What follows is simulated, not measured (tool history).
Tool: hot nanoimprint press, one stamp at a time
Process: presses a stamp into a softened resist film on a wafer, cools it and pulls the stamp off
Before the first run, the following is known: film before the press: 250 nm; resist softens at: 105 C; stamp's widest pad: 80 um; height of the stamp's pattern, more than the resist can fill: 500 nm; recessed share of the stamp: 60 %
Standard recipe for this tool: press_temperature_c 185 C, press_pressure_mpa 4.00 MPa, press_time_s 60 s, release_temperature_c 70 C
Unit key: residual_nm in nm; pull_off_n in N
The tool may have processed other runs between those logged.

run	hour	press_temperature_c	press_pressure_mpa	press_time_s	release_temperature_c	residual_nm	pull_off_n
1	0.0	185	4.00	60	70	106.8	187.9
2	60.3	185	4.00	60	70	106.9	189.4
3	125.7	185	4.00	60	70	106.0	191.4
4	170.7	185	4.00	60	70	105.5	192.0
5	203.8	185	4.00	60	70	104.8	193.8
# hour 214.9: plate thermocouple calibrated
# hour 225.8: stamp cleaned and given a new release coat
6	269.3	185	4.00	60	70	114.0	194.9
7	318.3	185	4.00	60	70	113.1	196.5
8	382.0	185	4.00	60	70	112.8	197.0
9	430.4	185	4.00	60	70	112.7	199.0
10	473.5	185	4.00	30	70	143.5	199.3
11	510.3	185	4.03	60	70	110.9	200.7
# hour 550.4: stamp cleaned and given a new release coat
12	564.4	179	4.00	60	70	139.8	189.8
13	624.0	179	4.00	60	70	140.2	190.8
14	660.4	179	4.00	60	70	139.9	190.7
15	706.2	179	4.00	60	70	138.7	192.6
16	774.8	179	4.00	60	70	138.1	194.1
17	811.2	177	3.74	59	58	153.3	267.4
# hour 878.3: stamp cleaned and given a new release coat
18	887.0	181	4.00	52	61	134.1	234.8

Predict the results of run 19:
# hour 917.2: plate thermocouple calibrated
19	922.8	181	4.00	52	61	?	?

residual_nm: 141.6 nm
pull_off_n: 246.5 N
Take away the tool's hidden state, keep the run-to-run variation as it was, and the same run would have given residual_nm 139.8 nm, pull_off_n 243.7 N.
